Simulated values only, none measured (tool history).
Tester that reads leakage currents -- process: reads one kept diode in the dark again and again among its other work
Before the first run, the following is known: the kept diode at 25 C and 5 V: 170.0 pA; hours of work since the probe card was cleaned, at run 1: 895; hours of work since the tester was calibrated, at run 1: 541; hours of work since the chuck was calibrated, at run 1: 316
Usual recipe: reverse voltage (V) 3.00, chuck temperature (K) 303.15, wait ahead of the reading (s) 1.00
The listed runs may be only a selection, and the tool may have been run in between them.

run	hour	reverse voltage (V)	chuck temperature (K)	wait ahead of the reading (s)	hours of work since the probe card was cleaned	hours of work since the tester was calibrated	hours of work since the chuck was calibrated	current that the tester gives (pA)
1	0.0	3.00	303.15	1.00	895	541	316	185.29
2	57.6	3.00	303.15	1.00	919	565	340	185.85
3	107.1	6.04	303.15	1.00	939	585	360	280.34
4	187.6	3.00	303.15	1.00	973	619	394	185.38
5	249.1	10.12	303.15	1.00	998	644	419	374.04
6	290.7	10.12	303.15	1.00	1016	662	437	375.70
7	351.1	10.12	303.15	1.00	1041	687	462	375.50
8	401.2	1.71	303.15	1.00	1062	708	482	133.65
9	478.7	3.00	303.15	1.00	1094	740	515	184.66
10	538.9	8.34	303.15	1.00	1119	765	540	334.92
11	595.9	8.34	303.15	1.00	1143	789	563	334.10
12	675.8	8.34	303.15	1.00	1176	822	597	334.07
13	766.7	3.00	320.15	1.00	1214	860	634	580.16
14	832.6	3.00	303.15	9.03	1241	887	662	183.38
15	873.9	3.00	303.15	9.03	1258	904	679	182.91
16	925.8	3.00	303.15	9.03	1280	926	701	183.88
17	1005.4	3.00	306.15	1.00	1313	959	734	226.11
18	1078.2	3.00	306.15	1.00	1343	989	764	225.63
19	1160.0	3.00	306.15	1.00	1377	1023	798	227.14
# hour 1180.9: probe card cleaned and baked
20	1240.0	3.00	306.15	1.00	25	1055	830	219.14
21	1297.5	3.00	294.15	0.33	48	1079	854	90.30
22	1360.0	3.25	303.15	1.00	74	1105	880	185.32
23	1403.0	1.36	322.15	0.67	92	1123	898	409.03
24	1493.5	1.36	322.15	0.67	130	1161	936	411.11
25	1551.5	2.29	320.15	1.41	154	1185	960	485.65
26	1611.6	6.29	303.15	4.36	179	1210	985	266.37
27	1658.7	1.63	316.15	0.41	199	1229	1004	307.61
28	1707.7	3.00	317.15	1.00	219	1250	1025	464.40
29	1768.8	3.00	317.15	1.00	245	1275	1050	463.22
30	1842.9	3.00	317.15	1.00	275	1306	1081	461.74

Run 31 has not been measured yet. What should we expect?
31	1920.7	1.14	330.15	0.36	308	1338	1113	?

{"run 31": {"current that the tester gives (pA)": 608.76}}
If the tool had no hidden condition, the same run with the same run-to-run variation would have returned current that the tester gives (pA) 639.20.
